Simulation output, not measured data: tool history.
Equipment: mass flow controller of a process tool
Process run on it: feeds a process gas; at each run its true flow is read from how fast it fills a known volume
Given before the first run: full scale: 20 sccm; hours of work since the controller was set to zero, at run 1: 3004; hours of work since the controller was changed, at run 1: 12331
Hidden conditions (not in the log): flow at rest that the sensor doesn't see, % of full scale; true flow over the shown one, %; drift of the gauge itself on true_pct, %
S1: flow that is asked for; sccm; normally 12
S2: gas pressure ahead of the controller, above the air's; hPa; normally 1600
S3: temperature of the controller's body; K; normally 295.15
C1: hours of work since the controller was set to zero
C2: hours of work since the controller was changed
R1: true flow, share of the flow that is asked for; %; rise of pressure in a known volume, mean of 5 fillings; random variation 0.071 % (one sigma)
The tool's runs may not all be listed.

run	hour	S1	S2	S3	C1	C2	R1
1	0.0	12	1600	295.15	3004	12331	95.89
2	526.6	12	1600	295.15	3305	12633	95.66
3	1052.6	12	1830	295.15	3606	12934	95.45
4	1415.3	12	1830	295.15	3814	13142	95.33
5	1952.1	12	1600	305.15	4121	13449	94.70
# hour 2021.4: controller exchanged for a calibrated one
6	2431.1	12	1600	305.15	235	235	99.64
7	2780.1	12	1600	294.15	434	434	99.92
8	3125.8	12	1940	294.15	632	632	99.63
9	3621.5	12	1940	294.15	916	916	99.44
10	3863.7	12	1600	295.15	1054	1054	99.39
11	4409.1	12	1600	295.15	1367	1367	99.34
12	4803.6	12	1600	306.15	1592	1592	98.63
13	5153.9	9	1490	297.15	1793	1793	98.49
14	5618.8	9	1490	297.15	2059	2059	98.33
15	6066.0	12	2000	303.15	2315	2315	98.12
16	6525.2	12	2000	303.15	2578	2578	97.83
17	7020.5	10	1780	295.15	2861	2861	97.79
18	7323.1	5	1600	297.15	3035	3035	95.83
19	7635.6	5	1600	306.15	3213	3213	95.20
20	8158.6	12	1960	301.15	3513	3513	97.42
21	8508.6	3	1520	300.15	3713	3713	91.84
22	8841.7	3	1520	300.15	3904	3904	91.42
23	9090.1	7	1520	297.15	4046	4046	95.81

Measured less the same run without the tool's hidden state. The same run-to-run variation is in both; the gauge's scatter may not be:
run	R1
1	-4.17
2	-4.38
3	-4.59
4	-4.72
5	-4.94
6	-0.09
7	-0.22
8	-0.36
9	-0.56
10	-0.65
11	-0.86
12	-1.02
13	-1.44
14	-1.66
15	-1.49
16	-1.67
17	-2.14
18	-4.03
19	-4.27
20	-2.29
21	-7.81
22	-8.24
23	-4.07

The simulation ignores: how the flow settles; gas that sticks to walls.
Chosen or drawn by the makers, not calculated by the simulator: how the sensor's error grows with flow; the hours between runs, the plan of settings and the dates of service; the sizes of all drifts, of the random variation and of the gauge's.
